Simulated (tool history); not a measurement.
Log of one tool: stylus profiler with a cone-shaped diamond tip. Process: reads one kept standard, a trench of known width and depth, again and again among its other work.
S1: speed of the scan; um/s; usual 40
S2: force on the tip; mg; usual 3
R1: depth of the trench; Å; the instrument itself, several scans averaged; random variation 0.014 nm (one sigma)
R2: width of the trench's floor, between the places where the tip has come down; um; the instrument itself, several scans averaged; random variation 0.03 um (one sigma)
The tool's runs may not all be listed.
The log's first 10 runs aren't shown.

Run 11, day 5.925: usual settings. Result: R1 1009.2 Å, R2 98.5 um.
Run 12, day 6.679: usual settings. Result: R1 1009.4 Å, R2 98.47 um.
Run 13, day 7.267: usual settings but S2 5.33 mg. Result: R1 1013.9 Å, R2 98.45 um.
Run 14, day 8.167: usual settings but S1 82 um/s. Result: R1 1009.2 Å, R2 98.24 um.
Run 15, day 8.575: usual settings but S1 82 um/s. Result: R1 1008.9 Å, R2 98.28 um.
Run 16, day 8.975: usual settings but S1 82 um/s. Result: R1 1009.3 Å, R2 98.18 um.
Run 17, day 9.875: usual settings but S1 82 um/s. Result: R1 1009.3 Å, R2 98.22 um.
Run 18, day 10.458: usual settings but S1 82 um/s. Result: R1 1009.2 Å, R2 98.27 um.
Run 19, day 11.254: usual settings but S1 82 um/s. Result: R1 1009.4 Å, R2 98.24 um.
Run 20, day 12.062: usual settings but S1 82 um/s. Result: R1 1009.3 Å, R2 98.27 um.
Run 21, day 12.833: usual settings but S1 58 um/s, S2 4.15 mg. Result: R1 1011.4 Å, R2 98.35 um.
Run 22, day 13.583: usual settings but S1 108 um/s, S2 5.63 mg. Result: R1 1014 Å, R2 98.28 um.
Run 23, day 13.992: usual settings but S1 71 um/s, S2 4.96 mg. Result: R1 1012.9 Å, R2 98.35 um.
Run 24, day 14.588: usual settings but S1 72 um/s, S2 2.74 mg. Result: R1 1008.6 Å, R2 98.29 um.
Run 25, day 15.038: usual settings but S1 56 um/s, S2 1.07 mg. Result: R1 1004.8 Å, R2 98.19 um.
Run 26, day 15.508: usual settings but S1 23 um/s, S2 8.16 mg. Result: R1 1018.3 Å, R2 98.54 um.
Run 27, day 16.267: usual settings but S1 23 um/s, S2 8.16 mg. Result: R1 1018.3 Å, R2 98.58 um.

Run 28 comes next. What will it give?
Run 28, day 16.875: usual settings but S1 19 um/s, S2 2.2 mg. Result: R1 ?, R2 ?.

R1: 1007.6 Å
R2: 98.55 um
Without the tool's hidden state the same run would have given R1 1007.6 Å, R2 98.55 um.
